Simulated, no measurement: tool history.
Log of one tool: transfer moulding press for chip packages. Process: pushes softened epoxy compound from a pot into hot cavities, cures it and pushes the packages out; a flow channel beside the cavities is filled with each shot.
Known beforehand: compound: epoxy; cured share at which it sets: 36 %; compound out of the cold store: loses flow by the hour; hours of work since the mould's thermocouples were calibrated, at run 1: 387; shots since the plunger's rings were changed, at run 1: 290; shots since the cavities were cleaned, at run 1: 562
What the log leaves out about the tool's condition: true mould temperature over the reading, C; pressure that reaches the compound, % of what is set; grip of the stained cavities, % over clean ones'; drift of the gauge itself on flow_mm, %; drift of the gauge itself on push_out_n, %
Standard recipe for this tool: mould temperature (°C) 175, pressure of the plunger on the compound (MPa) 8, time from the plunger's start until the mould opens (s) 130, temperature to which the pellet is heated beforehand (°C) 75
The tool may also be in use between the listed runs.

run	hour	mould temperature (°C)	pressure of the plunger on the compound (MPa)	time from the plunger's start until the mould opens (s)	temperature to which the pellet is heated beforehand (°C)	hours of work since the mould's thermocouples were calibrated	shots since the plunger's rings were changed	shots since the cavities were cleaned	incoming compound's hours out of the cold store	length that the compound runs in the flow channel (mm)	greatest force on the pins that push the packages out (N)
1	0	175	8	130	75	387	290	562	42.6	772	425
2	45.1	170	8	130	75	414	697	969	28.4	826	676
# hour 61.7: cavities cleaned with cleaning compound and waxed
3	103	170	8	130	75	447	1206	373	31.2	820	545
4	160.4	175	8	130	75	481	1724	891	28.6	805	487
# hour 186.5: cavities cleaned with cleaning compound and waxed
5	187.8	175	8	130	75	496	1958	13	15.7	834	264
6	225.5	175	8	130	75	518	2298	353	25.9	793	390
7	256.2	175	8	130	75	536	2575	630	12.9	834	460
# hour 309.1: cavities cleaned with cleaning compound and waxed
8	309.1	175	8	130	75	567	3039	0	36.8	773	241
9	344.4	175	8	145	78	587	3358	319	9.5	835	338
10	395.6	175	9.95	145	78	617	3819	780	19.9	894	436
# hour 417.4: plunger's sealing rings changed
11	426.8	175	9.26	130	78	634	85	1040	18.6	910	524
# hour 437.7: cavities cleaned with cleaning compound and waxed
12	486.6	173	7.31	130	75	669	611	442	19.1	795	472
# hour 523.4: mould's thermocouples calibrated
13	534.3	173	7.31	130	75	6	1024	855	30.7	784	541
# hour 563.2: cavities cleaned with cleaning compound and waxed
14	583.1	182	6.95	165	67	34	1450	180	32.5	720	256
15	630	172	8	130	81	62	1874	604	36.6	789	503
16	667.9	172	8	130	81	84	2216	946	29.3	804	580

Predict each of these 3 candidate next runs independently; none follows another, all start after run 16:
# hour 686: cavities cleaned with cleaning compound and waxed
A	702.2	180	8.56	130	82	104	2512	147	11.5	?	?
# hour 686: cavities cleaned with cleaning compound and waxed
B	702.2	172	6.37	110	81	104	2512	147	43.5	?	?
# hour 686: cavities cleaned with cleaning compound and waxed
C	702.2	172	8	143	81	104	2512	147	43.8	?	?

run	length that the compound runs in the flow channel (mm)	greatest force on the pins that push the packages out (N)
A	847	253
B	687	498
C	768	297
Had the tool no hidden state, the same runs would have come out as:
run	length that the compound runs in the flow channel (mm)	greatest force on the pins that push the packages out (N)
A	870	191
B	706	373
C	788	224
